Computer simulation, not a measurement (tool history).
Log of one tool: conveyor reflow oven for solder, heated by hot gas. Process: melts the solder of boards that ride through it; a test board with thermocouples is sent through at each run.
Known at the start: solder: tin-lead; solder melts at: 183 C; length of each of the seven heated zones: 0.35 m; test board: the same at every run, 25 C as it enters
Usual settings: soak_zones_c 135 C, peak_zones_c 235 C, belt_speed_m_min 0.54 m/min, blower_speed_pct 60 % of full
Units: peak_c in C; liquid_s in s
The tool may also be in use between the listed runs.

Run 1, day 0: usual settings. Result: peak_c 209.3 C, liquid_s 48.6 s.
Run 2, day 1.938: usual settings. Result: peak_c 209.1 C, liquid_s 48.6 s.
Run 3, day 4.075: usual settings. Result: peak_c 208.7 C, liquid_s 47.1 s.
Run 4, day 6.004: usual settings. Result: peak_c 207.8 C, liquid_s 47.4 s.
Run 5, day 7.938: usual settings but belt_speed_m_min 0.606 m/min. Result: peak_c 203.3 C, liquid_s 35.4 s.
Run 6, day 9.975: usual settings but belt_speed_m_min 0.606 m/min. Result: peak_c 202.7 C, liquid_s 35.5 s.
Run 7, day 12.104: usual settings but blower_speed_pct 77 % of full. Result: peak_c 212.5 C, liquid_s 52.4 s.
Run 8, day 13.733: usual settings but blower_speed_pct 77 % of full. Result: peak_c 212 C, liquid_s 52.4 s.
At day 14.1: flux residue cleaned out of gas plates and filters.
Run 9, day 15.971: usual settings but blower_speed_pct 77 % of full. Result: peak_c 212 C, liquid_s 51.7 s.
At day 16.712: belt drive overhauled, speed set with a stopwatch.
Run 10, day 18.288: usual settings but blower_speed_pct 77 % of full. Result: peak_c 210.2 C, liquid_s 49.7 s.
Run 11, day 19.942: usual settings but belt_speed_m_min 0.461 m/min. Result: peak_c 211.6 C, liquid_s 59.5 s.
Run 12, day 21.429: usual settings but belt_speed_m_min 0.489 m/min. Result: peak_c 208.6 C, liquid_s 53.3 s.
At day 22.933: thermocouples of zones 6 and 7 changed.
Run 13, day 23.121: usual settings but belt_speed_m_min 0.489 m/min. Result: peak_c 211 C, liquid_s 55.3 s.
Run 14, day 24.7: usual settings but belt_speed_m_min 0.489 m/min. Result: peak_c 211 C, liquid_s 55.4 s.
At day 26.746: flux residue cleaned out of gas plates and filters, once more.
Run 15, day 27.25: usual settings but belt_speed_m_min 0.489 m/min. Result: peak_c 214.4 C, liquid_s 59.2 s.
Run 16, day 29.358: usual settings but soak_zones_c 125 C. Result: peak_c 208.5 C, liquid_s 44.2 s.
Run 17, day 30.612: usual settings but soak_zones_c 140 C, blower_speed_pct 55 % of full. Result: peak_c 210.3 C, liquid_s 50.9 s.

Run 18 comes next. What will it give?
Run 18, day 32.942: usual settings but peak_zones_c 242 C, belt_speed_m_min 0.529 m/min, blower_speed_pct 75 % of full. Result: peak_c ?, liquid_s ?.

{"run 18": {"peak_c": 222.4, "liquid_s": 61}}
Without the tool's hidden state the same run would have given peak_c 223.2 C, liquid_s 61.6 s.
